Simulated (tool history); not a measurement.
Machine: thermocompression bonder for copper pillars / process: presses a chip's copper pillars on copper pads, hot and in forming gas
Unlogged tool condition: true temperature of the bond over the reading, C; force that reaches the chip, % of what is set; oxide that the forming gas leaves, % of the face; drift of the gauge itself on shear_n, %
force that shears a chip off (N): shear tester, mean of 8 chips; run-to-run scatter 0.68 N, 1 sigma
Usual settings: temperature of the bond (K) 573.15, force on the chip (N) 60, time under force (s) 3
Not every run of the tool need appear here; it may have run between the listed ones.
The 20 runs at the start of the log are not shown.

run,hour,temperature of the bond (K),force on the chip (N),time under force (s),hours of work since the heater was calibrated,hours of work since the force cell was calibrated,hours of work since the gas filter was changed,force that shears a chip off (N)
21,210.2,573.15,60,3,354,452,151,47.0
22,224.7,573.15,61,3,360,459,157,46.8
23,238.2,573.15,60,6,367,465,164,57.2
24,252.7,576.15,46,5,373,472,170,44.3
25,265.0,569.15,60,8,379,478,176,60.0
26,272.4,569.15,60,8,383,481,180,60.7
27,280.8,569.15,60,8,387,485,184,59.8
28,289.6,545.15,54,2,391,489,188,27.0
29,300.7,545.15,54,2,396,494,193,26.2
30,315.4,545.15,54,2,403,501,200,26.0
31,323.6,589.15,54,4,406,505,203,53.2
32,338.4,589.15,54,4,413,512,210,53.2
33,352.8,556.15,47,3,420,518,217,29.7
34,366.6,556.15,47,3,426,525,223,31.0
35,382.5,556.15,47,3,434,532,231,30.3
36,392.8,573.15,43,6,439,537,236,44.8
37,403.0,589.15,57,9,443,542,240,65.8
38,413.1,571.15,87,4,448,546,245,63.4
39,423.5,552.15,60,3,453,551,250,36.9
40,432.1,573.15,59,5,457,555,254,52.4
41,441.3,573.15,59,5,461,560,258,52.7

Predict each of these 3 candidate next runs independently; none follows another, all start after run 41:
A,454.5,555.15,59,6,467,566,264,?
B,454.5,597.15,59,5,467,566,264,?
C,454.5,589.15,60,3,467,566,264,?

run,force that shears a chip off (N)
A,48.3
B,63.9
C,52.4
Had the tool no hidden state, the same runs would have come out as:
run,force that shears a chip off (N)
A,48.4
B,64.0
C,52.5
